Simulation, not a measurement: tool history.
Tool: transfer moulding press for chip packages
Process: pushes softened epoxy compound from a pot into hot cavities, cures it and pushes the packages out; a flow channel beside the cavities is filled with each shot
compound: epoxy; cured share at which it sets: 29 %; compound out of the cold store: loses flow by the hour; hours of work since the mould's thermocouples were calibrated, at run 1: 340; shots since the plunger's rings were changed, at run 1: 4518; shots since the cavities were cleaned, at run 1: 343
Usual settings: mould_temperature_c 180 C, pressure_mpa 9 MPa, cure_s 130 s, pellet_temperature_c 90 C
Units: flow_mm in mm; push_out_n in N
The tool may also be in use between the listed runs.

run   hour  mould_temperature_c  pressure_mpa  cure_s  pellet_temperature_c  hours of work since the mould's thermocouples were calibrated  shots since the plunger's rings were changed  shots since the cavities were cleaned  incoming compound's hours out of the cold store  flow_mm  push_out_n
  1      0                  180             9     130                    90                                                            340                                          4518                                    343                                             46.7      584         448
      23.9  -- cavities cleaned with cleaning compound and waxed
  2   33.8                  180             9     130                    90                                                            355                                          4750                                     71                                             30.3      660         476
  3   61.5                  180             9     130                    90                                                            368                                          4948                                    269                                               13      757         485
      70.5  -- mould's thermocouples calibrated
  4   88.9                  180             9     130                    90                                                              9                                          5131                                    452                                             22.9      705         491
        98  -- cavities cleaned with cleaning compound and waxed
  5  134.6                  180             9     130                    94                                                             29                                          5447                                    262                                             17.9      719         479
     167.9  -- cavities cleaned with cleaning compound and waxed
  6  182.4                  180          9.12     130                    90                                                             50                                          5780                                    104                                             36.8      635         465
  7  205.8                  180             9     130                    90                                                             61                                          5947                                    271                                             20.6      708         464
  8  229.8                  180             9     130                    90                                                             72                                          6120                                    444                                             26.1      677         472
     235.7  -- cavities cleaned with cleaning compound and waxed
  9  272.9                  180             9     130                    90                                                             92                                          6418                                    267                                             45.4      584         464
     290.5  -- plunger's sealing rings changed
     306.6  -- cavities cleaned with cleaning compound and waxed
 10  320.8                  180             9     130                    90                                                            112                                           207                                    102                                             19.3      716         472
 11  347.9                  180          9.98     130                    90                                                            124                                           401                                    296                                             42.6      639         466
     377.9  -- cavities cleaned with cleaning compound and waxed
 12  393.7                  180          9.98     130                    90                                                            145                                           719                                    114                                             35.6      669         468
 13  417.7                  180          9.98     130                    90                                                            156                                           891                                    286                                             44.9      629         458
     447.7  -- cavities cleaned with cleaning compound and waxed
 14  456.9                  180             9     135                    90                                                            173                                          1161                                     66                                             26.2      678         446
 15  494.3                  180             9     160                    89                                                            191                                          1430                                    335                                             21.7      698         446
     516.5  -- cavities cleaned with cleaning compound and waxed
 16  542.8                  180          7.59     126                    89                                                            213                                          1766                                    188                                             38.9      563         482
 17  579.2                  180          7.59     126                    90                                                            229                                          2027                                    449                                             20.1      655         477
     584.4  -- cavities cleaned with cleaning compound and waxed
 18  615.4                  178         10.59     165                    96                                                            245                                          2276                                    222                                               35      690         445
 19  649.9                  181         10.26     130                    90                                                            261                                          2524                                    470                                             10.5      817         456
       654  -- cavities cleaned with cleaning compound and waxed
 20  692.1                  181         10.26     147                    90                                                            280                                          2816                                    274                                             21.4      753         455
 21  719.3                  181         10.26     147                    85                                                            293                                          3010                                    468                                             26.1      735         443
     724.2  -- cavities cleaned with cleaning compound and waxed
 22  761.9                  181         10.26     132                    85                                                            312                                          3305                                    270                                             17.2      779         467
 23  783.8                  181         10.26     132                    85                                                            322                                          3462                                    427                                               16      784         495
     794.1  -- cavities cleaned with cleaning compound and waxed
 24  829.8                  181         10.26     111                    85                                                            343                                          3781                                    255                                             37.7      669         540
 25    854                  176         10.26     143                    82                                                            354                                          3955                                    429                                             16.3      784         513
     863.5  -- cavities cleaned with cleaning compound and waxed
 26  886.8                  180          8.64     133                    90                                                            368                                          4179                                    166                                             44.3      582         449
     897.2  -- mould's thermocouples calibrated
 27  927.9                  182          7.43     124                    92                                                             14                                          4460                                    447                                             12.1      683         467
     935.4  -- cavities cleaned with cleaning compound and waxed
 28    964                  180          6.83     130                    89                                                             30                                          4708                                    205                                             13.4      649         491

Hidden state at the last listed run before each entry between runs and at the first one after, where it differs:
Between runs 1 and 2: cavities cleaned with cleaning compound and waxed (hour 23.9)
  pressure that reaches the compound, % of what is set: 99.76 -> 99.74; grip of the stained cavities, % over clean ones': 0.8 -> 0.3
Between runs 3 and 4: mould's thermocouples calibrated (hour 70.5)
  true mould temperature over the reading, C: 0.02 -> 0; pressure that reaches the compound, % of what is set: 99.73 -> 99.72; grip of the stained cavities, % over clean ones': 0.6 -> 0.9
Between runs 4 and 5: cavities cleaned with cleaning compound and waxed (hour 98)
  pressure that reaches the compound, % of what is set: 99.72 -> 99.71; grip of the stained cavities, % over clean ones': 0.9 -> 0.6
Between runs 5 and 6: cavities cleaned with cleaning compound and waxed (hour 167.9)
  true mould temperature over the reading, C: 0 -> 0.01; pressure that reaches the compound, % of what is set: 99.71 -> 99.69; grip of the stained cavities, % over clean ones': 0.6 -> 0.3
Between runs 8 and 9: cavities cleaned with cleaning compound and waxed (hour 235.7)
  pressure that reaches the compound, % of what is set: 99.67 -> 99.65; grip of the stained cavities, % over clean ones': 0.9 -> 0.6
Between runs 9 and 10: plunger's sealing rings changed (hour 290.5); cavities cleaned with cleaning compound and waxed (hour 306.6)
  pressure that reaches the compound, % of what is set: 99.65 -> 99.99; grip of the stained cavities, % over clean ones': 0.6 -> 0.3
Between runs 11 and 12: cavities cleaned with cleaning compound and waxed (hour 377.9)
  pressure that reaches the compound, % of what is set: 99.98 -> 99.96; grip of the stained cavities, % over clean ones': 0.7 -> 0.3
Between runs 13 and 14: cavities cleaned with cleaning compound and waxed (hour 447.7)
  pressure that reaches the compound, % of what is set: 99.95 -> 99.94; grip of the stained cavities, % over clean ones': 0.6 -> 0.2
Between runs 15 and 16: cavities cleaned with cleaning compound and waxed (hour 516.5)
  pressure that reaches the compound, % of what is set: 99.93 -> 99.91; grip of the stained cavities, % over clean ones': 0.7 -> 0.5
Between runs 17 and 18: cavities cleaned with cleaning compound and waxed (hour 584.4)
  pressure that reaches the compound, % of what is set: 99.9 -> 99.88; grip of the stained cavities, % over clean ones': 0.9 -> 0.5
Between runs 19 and 20: cavities cleaned with cleaning compound and waxed (hour 654)
  pressure that reaches the compound, % of what is set: 99.87 -> 99.85; grip of the stained cavities, % over clean ones': 0.9 -> 0.6
Between runs 21 and 22: cavities cleaned with cleaning compound and waxed (hour 724.2)
  pressure that reaches the compound, % of what is set: 99.84 -> 99.83; grip of the stained cavities, % over clean ones': 0.9 -> 0.6
Between runs 23 and 24: cavities cleaned with cleaning compound and waxed (hour 794.1)
  pressure that reaches the compound, % of what is set: 99.82 -> 99.8; grip of the stained cavities, % over clean ones': 0.9 -> 0.6
Between runs 25 and 26: cavities cleaned with cleaning compound and waxed (hour 863.5)
  pressure that reaches the compound, % of what is set: 99.79 -> 99.78; grip of the stained cavities, % over clean ones': 0.9 -> 0.5
Between runs 26 and 27: mould's thermocouples calibrated (hour 897.2)
  true mould temperature over the reading, C: 0.02 -> 0; pressure that reaches the compound, % of what is set: 99.78 -> 99.77; grip of the stained cavities, % over clean ones': 0.5 -> 0.9
Between runs 27 and 28: cavities cleaned with cleaning compound and waxed (hour 935.4)
  pressure that reaches the compound, % of what is set: 99.77 -> 99.75; grip of the stained cavities, % over clean ones': 0.9 -> 0.5
